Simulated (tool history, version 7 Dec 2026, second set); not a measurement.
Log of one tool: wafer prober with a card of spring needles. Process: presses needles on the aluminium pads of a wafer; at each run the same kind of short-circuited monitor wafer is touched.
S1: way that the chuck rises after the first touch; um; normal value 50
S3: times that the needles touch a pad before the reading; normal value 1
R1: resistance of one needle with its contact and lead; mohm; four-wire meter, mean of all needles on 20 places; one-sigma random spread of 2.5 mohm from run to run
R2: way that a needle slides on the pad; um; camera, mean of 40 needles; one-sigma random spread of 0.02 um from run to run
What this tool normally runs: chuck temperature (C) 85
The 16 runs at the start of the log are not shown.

{"hour": 493.2, "done": "tips cleaned on abrasive film"}
{"run": 17, "hour": 509.4, "S1": 50, "chuck temperature (C)": 85, "S3": 1, "R1": 669, "R2": 6.54}
{"hour": 520.4, "done": "tips cleaned on abrasive film"}
{"run": 18, "hour": 528.7, "S1": 36, "chuck temperature (C)": 58, "S3": 3, "R1": 472, "R2": 4.73}
{"hour": 546.8, "done": "tips cleaned on abrasive film"}
{"run": 19, "hour": 561.4, "S1": 50, "chuck temperature (C)": 41, "S3": 2, "R1": 508, "R2": 6.52}
{"hour": 575.1, "done": "tips cleaned on abrasive film"}
{"run": 20, "hour": 588.9, "S1": 50, "chuck temperature (C)": 41, "S3": 2, "R1": 505, "R2": 6.53}
{"hour": 603.0, "done": "tips cleaned on abrasive film"}
{"run": 21, "hour": 619.7, "S1": 51, "chuck temperature (C)": 113, "S3": 3, "R1": 437, "R2": 6.65}
{"hour": 629.0, "done": "tips cleaned on abrasive film"}
{"hour": 655.5, "done": "tips cleaned on abrasive film"}
{"run": 22, "hour": 655.5, "S1": 39, "chuck temperature (C)": 29, "S3": 2, "R1": 308, "R2": 4.98}
{"hour": 682.1, "done": "tips cleaned on abrasive film"}
{"run": 23, "hour": 687.3, "S1": 39, "chuck temperature (C)": 65, "S3": 2, "R1": 508, "R2": 5.04}
{"hour": 708.2, "done": "tips cleaned on abrasive film"}
{"run": 24, "hour": 721.6, "S1": 52, "chuck temperature (C)": 47, "S3": 1, "R1": 659, "R2": 6.73}
{"hour": 737.0, "done": "tips cleaned on abrasive film"}
{"run": 25, "hour": 745.0, "S1": 52, "chuck temperature (C)": 47, "S3": 1, "R1": 532, "R2": 6.72}
{"hour": 763.0, "done": "tips cleaned on abrasive film"}
{"run": 26, "hour": 779.3, "S1": 52, "chuck temperature (C)": 47, "S3": 1, "R1": 680, "R2": 6.7}
{"hour": 790.9, "done": "tips cleaned on abrasive film"}
{"run": 27, "hour": 803.5, "S1": 52, "chuck temperature (C)": 47, "S3": 1, "R1": 612, "R2": 6.7}
{"hour": 818.8, "done": "tips cleaned on abrasive film"}
{"run": 28, "hour": 822.1, "S1": 45, "chuck temperature (C)": 33, "S3": 2, "R1": 388, "R2": 5.77}
{"hour": 845.1, "done": "tips cleaned on abrasive film"}
{"run": 29, "hour": 853.0, "S1": 43, "chuck temperature (C)": 58, "S3": 1, "R1": 676, "R2": 5.48}
{"hour": 872.8, "done": "tips cleaned on abrasive film"}
{"run": 30, "hour": 894.5, "S1": 43, "chuck temperature (C)": 58, "S3": 1, "R1": 948, "R2": 5.47}
{"hour": 899.7, "done": "tips cleaned on abrasive film"}
{"hour": 926.1, "done": "tips cleaned on abrasive film"}
{"run": 31, "hour": 940.4, "S1": 43, "chuck temperature (C)": 58, "S3": 1, "R1": 807, "R2": 5.47}
{"hour": 953.6, "done": "tips cleaned on abrasive film"}
{"run": 32, "hour": 963.6, "S1": 50, "chuck temperature (C)": 85, "S3": 2, "R1": 498, "R2": 6.43}

Each row is a separate what-if for the run after 32, all from the same tool condition, not one after another. Results?
{"hour": 980.5, "done": "tips cleaned on abrasive film"}
{"run": "A", "hour": 998.2, "S1": 56, "chuck temperature (C)": 49, "S3": 1, "R1": "?", "R2": "?"}
{"hour": 980.5, "done": "tips cleaned on abrasive film"}
{"run": "B", "hour": 998.2, "S1": 61, "chuck temperature (C)": 85, "S3": 1, "R1": "?", "R2": "?"}
{"hour": 980.5, "done": "tips cleaned on abrasive film"}
{"run": "C", "hour": 998.2, "S1": 54, "chuck temperature (C)": 85, "S3": 2, "R1": "?", "R2": "?"}
{"hour": 980.5, "done": "tips cleaned on abrasive film"}
{"run": "D", "hour": 998.2, "S1": 60, "chuck temperature (C)": 85, "S3": 2, "R1": "?", "R2": "?"}

run=A R1=645 R2=7.19
run=B R1=584 R2=7.84
run=C R1=517 R2=6.9
run=D R1=472 R2=7.72
Take away the tool's hidden state, keep each run's random variation, and the runs would have read:
run=A R1=267 R2=7.38
run=B R1=279 R2=8.03
run=C R1=283 R2=7.09
run=D R1=281 R2=7.91
